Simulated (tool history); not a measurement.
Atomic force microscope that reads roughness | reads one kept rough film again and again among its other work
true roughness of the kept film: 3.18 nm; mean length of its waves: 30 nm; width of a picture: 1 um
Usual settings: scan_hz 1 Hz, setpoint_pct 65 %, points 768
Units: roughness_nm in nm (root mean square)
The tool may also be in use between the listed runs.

run   hour  scan_hz  setpoint_pct  points  roughness_nm
  1      0        1            65     768         2.395
         4  -- new tip fitted
  2     24     3.32            65     768         2.564
  3   44.3        1            65     768          2.58
  4   63.1     3.66            65     768         2.432
  5   88.4     3.66            65     768         2.358
      93.3  -- new tip fitted
  6  104.6     3.66            65     768         2.587
  7  131.3     3.66            65     768         2.502
  8    156     3.66            65     768         2.395
  9  177.8      1.1            65     768          2.42
     183.1  -- new tip fitted
 10  196.9      1.1            65     768         2.639
 11  215.2      1.1            65     449         2.557
 12  228.2        1            65     768         2.545
 13  257.4        1            65     768         2.418
     271.7  -- new tip fitted
 14    285        1            65     768         2.672
     287.7  -- height scale calibrated on a step standard
 15  313.1        1            65     768         2.565
 16  333.4        1            65     768         2.515
 17  358.7        1            65     768         2.409
     360.8  -- new tip fitted
     368.1  -- height scale calibrated on a step standard, once more
 18  383.5        1            65     768         2.652
 19  406.4        1            76     768         2.549
 20  435.4        1            76     768         2.448
     450.3  -- new tip fitted
 21  460.6        1            76     768         2.651
 22  479.9        1            76     768         2.591
 23  495.9     0.54            56     342         2.575
 24  518.7     0.54            88     329         2.473
 25  531.6     0.54            88     329          2.42
     538.9  -- new tip fitted
 26  561.8     1.41            77     323         2.585
 27  584.4        1            69     715         2.547
 28  604.1     0.52            65     926         2.515
     627.2  -- new tip fitted
 29  627.2     0.64            65     768          2.74
 30    656     0.64            65     438         2.615
 31  671.3     1.05            61     768         2.566
 32  696.9     1.85            67     457         2.448
 33  711.7      0.7            65     768          2.45
     716.4  -- new tip fitted
 34  741.4     3.42            55     768         2.599
 35  765.1      3.9            65     768         2.413
 36    786     1.26            76    1011         2.399
     806.5  -- new tip fitted
 37    808     1.35            64     861         2.692
 38  830.5     1.35            64     861         2.602
 39  844.4     3.48            76     943         2.378
 40  863.4     3.58            76     943         2.337
 41  879.9     3.58            76     943         2.274
     894.5  -- new tip fitted
 42  905.3     3.58            76     943         2.459
 43  933.4     3.58            76     943         2.386

Some steps in roughness_nm between neighbouring runs. How much of each would the tool show without its hidden state too (settings, what came in, random variation), and how much is left for the hidden state, with any gauge scatter that isn't in both results?
The hidden state here: radius of the tip, nm; height scale over the true one, %; drift of the gauge itself on roughness_nm, %.
Run 1 -> 2: scan_hz 1 -> 3.32, new tip fitted. roughness_nm +0.169 nm (root mean square): hidden state +0.244, all else -0.075.
Run 13 -> 14: new tip fitted. roughness_nm +0.254 nm (root mean square): hidden state +0.234, all else +0.02.
Run 17 -> 18: new tip fitted, height scale calibrated on a step standard, once more. roughness_nm +0.243 nm (root mean square): hidden state +0.24, all else +0.003.
Run 36 -> 37: scan_hz 1.26 -> 1.35, setpoint_pct 76 -> 64, points 1011 -> 861, new tip fitted. roughness_nm +0.293 nm (root mean square): hidden state +0.252, all else +0.041.
